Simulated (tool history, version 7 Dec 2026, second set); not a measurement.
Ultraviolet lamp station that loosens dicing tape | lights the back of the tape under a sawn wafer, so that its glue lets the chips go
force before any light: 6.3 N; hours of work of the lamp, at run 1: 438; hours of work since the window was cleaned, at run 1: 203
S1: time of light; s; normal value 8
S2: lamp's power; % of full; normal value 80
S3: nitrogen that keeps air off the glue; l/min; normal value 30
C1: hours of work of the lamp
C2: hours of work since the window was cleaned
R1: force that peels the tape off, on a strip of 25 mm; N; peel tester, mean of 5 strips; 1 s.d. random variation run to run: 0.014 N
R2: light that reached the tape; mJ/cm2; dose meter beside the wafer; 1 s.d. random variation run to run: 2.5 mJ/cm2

run	hour	S1	S2	S3	C1	C2	R1	R2
1	0.0	8	80	30	438	203	0.882	245
2	62.7	8	80	30	466	231	0.904	241
3	92.6	8	98	30	480	245	0.633	296
4	155.4	8	80	13	508	273	1.620	236
5	192.4	6	80	13	525	290	2.269	175
6	223.9	6	80	13	539	304	2.301	174
7	276.2	6	80	13	563	328	2.260	174
8	344.9	4	75	30	594	359	2.521	109
9	392.8	4	75	30	615	380	2.562	108
10	452.7	4	75	30	642	407	2.595	108
11	507.6	4	75	30	667	432	2.561	104
12	557.4	4	84	30	690	455	2.322	118
13	625.8	7	86	30	721	486	1.126	205

How would selected steps in R1 from run to run divide? Give the signed amount a tool lacking its hidden state would still show from settings, what came in and random variation, and the signed amount left for the hidden state, including any gauge scatter that is not in both of the compared results.
The tool's hidden condition here consists of: lamp's light, % of a new lamp's; light that the window lets through, % of a clean one's; drift of the gauge itself on peel_n, %; drift of the gauge itself on dose_mj_cm2, %.
Run 3 -> 4: S2 98 -> 80, S3 30 -> 13. R1 +0.987 N: hidden state +0.194, all else +0.793.
Run 12 -> 13: S1 4 -> 7, S2 84 -> 86. R1 -1.196 N: hidden state -0.149, all else -1.047.
